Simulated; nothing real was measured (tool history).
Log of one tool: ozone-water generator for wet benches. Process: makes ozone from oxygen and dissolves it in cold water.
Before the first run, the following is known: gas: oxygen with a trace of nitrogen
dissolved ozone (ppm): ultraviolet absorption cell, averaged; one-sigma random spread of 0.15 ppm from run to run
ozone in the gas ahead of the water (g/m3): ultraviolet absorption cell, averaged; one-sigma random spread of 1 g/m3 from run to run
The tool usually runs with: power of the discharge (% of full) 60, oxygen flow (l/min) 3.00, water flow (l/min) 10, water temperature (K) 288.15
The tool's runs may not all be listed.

run	hour	power of the discharge (% of full)	oxygen flow (l/min)	water flow (l/min)	water temperature (K)	dissolved ozone (ppm)	ozone in the gas ahead of the water (g/m3)
1	0.0	60	3.00	10	288.15	17.6	178.3
2	66.2	60	3.00	11	288.15	16.1	180.6
3	97.5	60	3.00	11	288.15	16.3	178.1
4	167.2	60	3.00	10	288.15	17.5	177.4
5	218.8	60	3.00	10	288.15	17.4	177.3
# hour 243.4: water thermometer calibrated
6	268.6	60	3.00	10	288.15	17.3	178.4
7	334.2	60	3.00	13	288.15	14.4	176.3
8	366.0	60	5.06	13	288.15	14.5	139.5
9	431.5	53	5.06	13	288.15	13.2	128.3
10	485.6	60	3.00	10	288.15	17.4	178.4
11	514.6	60	3.00	10	288.15	17.5	175.3
12	584.7	60	3.00	10	288.15	17.5	176.2
13	620.9	60	3.00	10	288.15	17.3	176.8
# hour 629.9: contactor cleaned
14	692.4	60	3.00	10	288.15	17.2	176.1
15	757.9	60	3.00	10	288.15	17.2	177.4
16	790.0	60	3.00	10	289.15	17.1	175.8
17	849.4	60	3.00	10	289.15	17.0	176.2
# hour 898.7: contactor cleaned, once more
18	898.7	60	3.00	10	289.15	17.3	175.5

Run 19 is up next; what results do you expect?
19	962.1	58	3.00	10	289.15	?	?

For run 19 the tool returned dissolved ozone (ppm) 16.9, ozone in the gas ahead of the water (g/m3) 170.5.
Minus the tool's unlogged condition, the same run would have read dissolved ozone (ppm) 17.6, ozone in the gas ahead of the water (g/m3) 176.9.
